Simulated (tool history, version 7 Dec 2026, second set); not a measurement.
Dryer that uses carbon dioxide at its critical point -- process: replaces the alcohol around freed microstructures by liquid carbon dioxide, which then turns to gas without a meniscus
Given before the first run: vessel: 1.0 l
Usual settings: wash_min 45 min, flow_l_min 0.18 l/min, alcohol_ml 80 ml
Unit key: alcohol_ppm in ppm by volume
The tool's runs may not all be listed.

run    hour  wash_min  flow_l_min  alcohol_ml  alcohol_ppm
  1       0        45        0.18          80          112
  2    41.7        45        0.18          80          125
  3    78.5        45        0.18          80          134
  4   110.8        28        0.18          80          965
  5   138.8        45        0.18          80          135
  6   182.8        45        0.18          80          152
  7   214.1        45        0.18          80          165
  8   254.5        45        0.18          80          120
  9   302.9        45        0.18          80          131
 10     349        45        0.18          80          137
 11   370.6        45        0.18          80          136
 12   411.6        45        0.18          80          143
 13   448.7        45        0.18          80          153
 14   495.1        45       0.257          80          113
 15   515.2        45       0.257          80          127
 16   538.6        45        0.18          80          171
 17   583.9        45        0.18          80          188
 18   615.3        45        0.18          80          184
 19   639.1        45        0.18          80          193
 20   677.6        45        0.18          80          195
 21   722.4        45        0.18          80          165
 22   761.3        46        0.18          80          169
 23   801.9        45        0.18          24          152
 24   851.9        45        0.18          24           20
 25   892.2        45        0.12          66          404
 26     931        39       0.285          21           15
 27   960.7        45       0.243          23           12
 28   989.1        45       0.243          23           16
 29  1032.6        45       0.243          23           30
 30  1080.2        53       0.142          56          108
 31  1118.6        53       0.142          56          107
 32  1140.2        53       0.142          56          114
 33  1189.6        53       0.142          56           80
 34  1219.2        61       0.227          56           50
 35    1249        45        0.18          80           83
 36  1281.4        42       0.288          80           48
 37  1308.8        42       0.288          80           65
 38  1334.5        45       0.184          20           68
 39  1382.2        45       0.184          45           88
 40  1410.5        45       0.184          45           92
 41  1438.6        45       0.184          45          103
 42  1468.6        45       0.184          45          110
 43  1510.2        55       0.193          80           93

Not shown: 4 entries that the log had between the listed runs. Between which runs, and how does the tool's hidden state differ before and after?
Logged between run 7 and run 8: inlet filter changed (hour 218.7)
  flow that reaches the vessel past the clogged filter, %: 87.4 -> 98.9; alcohol in the recycled carbon dioxide, ppm: 85.7 -> 90.3
  what was measured, less what the result would be without the hidden state, alcohol_ppm: +130 -> +88 ppm by volume
Logged between run 20 and run 21: inlet filter changed (hour 691.2)
  flow that reaches the vessel past the clogged filter, %: 88.9 -> 98.5; alcohol in the recycled carbon dioxide, ppm: 135.5 -> 140.6
  what was measured, less what the result would be without the hidden state, alcohol_ppm: +166 -> +141 ppm by volume
Logged between run 23 and run 24: purifier's bed changed (hour 817.2)
  flow that reaches the vessel past the clogged filter, %: 96.7 -> 95.6; alcohol in the recycled carbon dioxide, ppm: 148.9 -> 9
  what was measured, less what the result would be without the hidden state, alcohol_ppm: +146 -> +7 ppm by volume
Logged between run 32 and run 33: inlet filter changed (hour 1165.8)
  flow that reaches the vessel past the clogged filter, %: 88.6 -> 99.4; alcohol in the recycled carbon dioxide, ppm: 41.1 -> 46.2
  what was measured, less what the result would be without the hidden state, alcohol_ppm: +79 -> +44 ppm by volume
